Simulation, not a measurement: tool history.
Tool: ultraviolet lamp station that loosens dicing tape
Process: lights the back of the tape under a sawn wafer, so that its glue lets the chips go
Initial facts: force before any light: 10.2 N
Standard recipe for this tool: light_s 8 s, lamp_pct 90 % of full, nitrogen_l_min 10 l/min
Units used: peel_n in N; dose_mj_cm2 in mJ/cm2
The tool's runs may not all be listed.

run 1 hour=0 | light_s=8 lamp_pct=90 nitrogen_l_min=10 | peel_n=0.513 dose_mj_cm2=330
run 2 hour=40.6 | light_s=8 lamp_pct=90 nitrogen_l_min=10 | peel_n=0.5 dose_mj_cm2=331
run 3 hour=63.7 | light_s=8 lamp_pct=90 nitrogen_l_min=10 | peel_n=0.52 dose_mj_cm2=328
-- hour=84.2 window cleaned of glue's vapour
run 4 hour=100.8 | light_s=8 lamp_pct=90 nitrogen_l_min=10 | peel_n=0.521 dose_mj_cm2=331
run 5 hour=134.4 | light_s=8 lamp_pct=90 nitrogen_l_min=10 | peel_n=0.515 dose_mj_cm2=328
run 6 hour=170.8 | light_s=8 lamp_pct=90 nitrogen_l_min=10 | peel_n=0.517 dose_mj_cm2=327
run 7 hour=205.6 | light_s=8 lamp_pct=90 nitrogen_l_min=10 | peel_n=0.518 dose_mj_cm2=333
run 8 hour=238 | light_s=8 lamp_pct=90 nitrogen_l_min=10 | peel_n=0.509 dose_mj_cm2=329
run 9 hour=277.3 | light_s=8 lamp_pct=90 nitrogen_l_min=10 | peel_n=0.524 dose_mj_cm2=331
run 10 hour=302.5 | light_s=8 lamp_pct=90 nitrogen_l_min=10 | peel_n=0.517 dose_mj_cm2=327
run 11 hour=326.2 | light_s=8 lamp_pct=76 nitrogen_l_min=10 | peel_n=0.718 dose_mj_cm2=277
run 12 hour=363.7 | light_s=8 lamp_pct=76 nitrogen_l_min=10 | peel_n=0.733 dose_mj_cm2=275
run 13 hour=387.5 | light_s=8 lamp_pct=76 nitrogen_l_min=10 | peel_n=0.73 dose_mj_cm2=278
run 14 hour=417.9 | light_s=8 lamp_pct=76 nitrogen_l_min=10 | peel_n=0.755 dose_mj_cm2=279
run 15 hour=439.7 | light_s=8 lamp_pct=90 nitrogen_l_min=10 | peel_n=0.514 dose_mj_cm2=329
run 16 hour=465.3 | light_s=8 lamp_pct=80 nitrogen_l_min=10 | peel_n=0.691 dose_mj_cm2=293
-- hour=483.3 window cleaned of glue's vapour
run 17 hour=493.1 | light_s=8 lamp_pct=87 nitrogen_l_min=10 | peel_n=0.551 dose_mj_cm2=314
run 18 hour=528.8 | light_s=8 lamp_pct=90 nitrogen_l_min=10 | peel_n=0.518 dose_mj_cm2=332
run 19 hour=551.8 | light_s=8 lamp_pct=90 nitrogen_l_min=10 | peel_n=0.515 dose_mj_cm2=327
run 20 hour=589.7 | light_s=8 lamp_pct=90 nitrogen_l_min=5 | peel_n=0.91 dose_mj_cm2=325
run 21 hour=611.9 | light_s=8 lamp_pct=90 nitrogen_l_min=5 | peel_n=0.908 dose_mj_cm2=329
run 22 hour=635.6 | light_s=8 lamp_pct=90 nitrogen_l_min=5 | peel_n=0.901 dose_mj_cm2=331
run 23 hour=662.8 | light_s=7 lamp_pct=74 nitrogen_l_min=10 | peel_n=1.038 dose_mj_cm2=237
-- hour=676.5 lamp changed
run 24 hour=684.2 | light_s=7 lamp_pct=74 nitrogen_l_min=10 | peel_n=1.036 dose_mj_cm2=238
run 25 hour=701.2 | light_s=12 lamp_pct=99 nitrogen_l_min=15 | peel_n=0.23 dose_mj_cm2=544
run 26 hour=727.2 | light_s=8 lamp_pct=62 nitrogen_l_min=8 | peel_n=1.286 dose_mj_cm2=230
run 27 hour=753.9 | light_s=8 lamp_pct=62 nitrogen_l_min=8 | peel_n=1.302 dose_mj_cm2=227
run 28 hour=774 | light_s=8 lamp_pct=62 nitrogen_l_min=8 | peel_n=1.277 dose_mj_cm2=227
run 29 hour=800.8 | light_s=11 lamp_pct=62 nitrogen_l_min=19 | peel_n=0.391 dose_mj_cm2=309
run 30 hour=828.5 | light_s=4 lamp_pct=70 nitrogen_l_min=10 | peel_n=2.776 dose_mj_cm2=127
run 31 hour=864.6 | light_s=4 lamp_pct=70 nitrogen_l_min=3 | peel_n=4.474 dose_mj_cm2=128
-- hour=880.9 window cleaned of glue's vapour
run 32 hour=882.4 | light_s=6 lamp_pct=90 nitrogen_l_min=10 | peel_n=0.95 dose_mj_cm2=244
run 33 hour=907.1 | light_s=6 lamp_pct=90 nitrogen_l_min=10 | peel_n=0.923 dose_mj_cm2=244
run 34 hour=947.4 | light_s=8 lamp_pct=90 nitrogen_l_min=4 | peel_n=1.083 dose_mj_cm2=329
run 35 hour=982.4 | light_s=8 lamp_pct=90 nitrogen_l_min=4 | peel_n=1.097 dose_mj_cm2=328
run 36 hour=1022.1 | light_s=6 lamp_pct=90 nitrogen_l_min=4 | peel_n=1.817 dose_mj_cm2=249
run 37 hour=1043.7 | light_s=7 lamp_pct=61 nitrogen_l_min=6 | peel_n=2.046 dose_mj_cm2=196
run 38 hour=1072.7 | light_s=7 lamp_pct=61 nitrogen_l_min=6 | peel_n=2.027 dose_mj_cm2=195
run 39 hour=1104 | light_s=7 lamp_pct=82 nitrogen_l_min=6 | peel_n=1.236 dose_mj_cm2=261
run 40 hour=1124.8 | light_s=6 lamp_pct=82 nitrogen_l_min=6 | peel_n=1.587 dose_mj_cm2=228
run 41 hour=1143 | light_s=6 lamp_pct=82 nitrogen_l_min=6 | peel_n=1.586 dose_mj_cm2=223
run 42 hour=1163.7 | light_s=6 lamp_pct=65 nitrogen_l_min=6 | peel_n=2.358 dose_mj_cm2=179
run 43 hour=1186.6 | light_s=13 lamp_pct=65 nitrogen_l_min=18 | peel_n=0.282 dose_mj_cm2=389
run 44 hour=1203.8 | light_s=5 lamp_pct=90 nitrogen_l_min=4 | peel_n=2.387 dose_mj_cm2=208

Here are 3 independent what-if runs from the current tool condition. What would each one return?
run A hour=1241.6 | light_s=5 lamp_pct=66 nitrogen_l_min=4 | peel_n=? dose_mj_cm2=?
run B hour=1241.6 | light_s=8 lamp_pct=87 nitrogen_l_min=10 | peel_n=? dose_mj_cm2=?
run C hour=1241.6 | light_s=7 lamp_pct=63 nitrogen_l_min=4 | peel_n=? dose_mj_cm2=?

run=A peel_n=3.503 dose_mj_cm2=150
run=B peel_n=0.549 dose_mj_cm2=318
run=C peel_n=2.474 dose_mj_cm2=203
With no hidden state in the tool, these same runs would have given:
run=A peel_n=3.498 dose_mj_cm2=150
run=B peel_n=0.548 dose_mj_cm2=319
run=C peel_n=2.469 dose_mj_cm2=203
